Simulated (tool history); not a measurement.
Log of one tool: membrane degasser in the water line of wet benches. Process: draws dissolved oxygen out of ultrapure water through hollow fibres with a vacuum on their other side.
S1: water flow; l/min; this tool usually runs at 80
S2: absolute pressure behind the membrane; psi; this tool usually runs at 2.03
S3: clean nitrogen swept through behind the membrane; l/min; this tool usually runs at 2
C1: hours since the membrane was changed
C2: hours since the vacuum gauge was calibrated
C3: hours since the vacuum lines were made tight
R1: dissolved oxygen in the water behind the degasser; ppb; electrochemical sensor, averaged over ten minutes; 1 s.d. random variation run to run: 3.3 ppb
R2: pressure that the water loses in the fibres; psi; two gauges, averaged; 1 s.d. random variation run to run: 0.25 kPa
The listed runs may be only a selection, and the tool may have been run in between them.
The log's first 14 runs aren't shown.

run    hour   S1    S2    S3    C1    C2     C3      R1      R2
 15  2269.3   80  1.32  3.38  6212   375  13713   331.6   9.762
 16  2378.4   80  2.96  3.38  6321   485  13822   842.1   9.762
 17  2576.2   80  1.28  4.74  6519   682  14020   246.2    9.78
 18  2734.6   80  1.28  4.74  6678   841  14178   244.2   9.758
 19    2868   80  1.28  4.74  6811   974  14312   246.1   9.722
 20  3049.2  103  2.74   4.5  6992  1155  14493     804  12.621
 21    3205   68  5.06     5  7148  1311  14649   915.1    8.33
 22  3393.7   74  2.03  2.67  7337  1500  14838   631.2   9.082
 23  3561.1   96  2.03  0.86  7504  1667  15005  1605.5  11.797
 24  3686.1   96  2.03  0.86  7629  1792  15130  1617.1  11.773
     3755.7  -- seals of the vacuum lines changed
 25  3869.6   82  2.03   2.5  7811  1974    114   726.9  10.066
 26  4075.2   82  2.03   2.5  8016  2179    319   718.9  10.051
 27  4278.3   82  2.03   2.5  8219  2382    523   725.7   10.16
 28  4450.8   82  2.03   2.5  8392  2555    695   725.6  10.084
 29  4553.5  100  2.03  3.17  8494  2658    798   734.7  12.422
 30    4735  100  2.03  3.17  8676  2839    979     732  12.335
 31  4939.7  100  2.15  1.78  8881  3044   1184  1158.2  12.357

3 ways to go on from here, each from the tool as it stands after run 31. What would each give?
  A  5149   94  2.15  1.78  9090  3253  1393   ?   ?
  B  5149  100  5.05   5.4  9090  3253  1393   ?   ?
  C  5149   56  1.23  3.36  9090  3253  1393   ?   ?

run      R1      R2
  A  1098.9  11.706
  B  1208.8  12.405
  C   209.9   6.927
Take away the tool's hidden state, keep each run's random variation, and the runs would have read:
run      R1      R2
  A  1077.9  11.137
  B  1192.2  11.803
  C   202.4   6.589

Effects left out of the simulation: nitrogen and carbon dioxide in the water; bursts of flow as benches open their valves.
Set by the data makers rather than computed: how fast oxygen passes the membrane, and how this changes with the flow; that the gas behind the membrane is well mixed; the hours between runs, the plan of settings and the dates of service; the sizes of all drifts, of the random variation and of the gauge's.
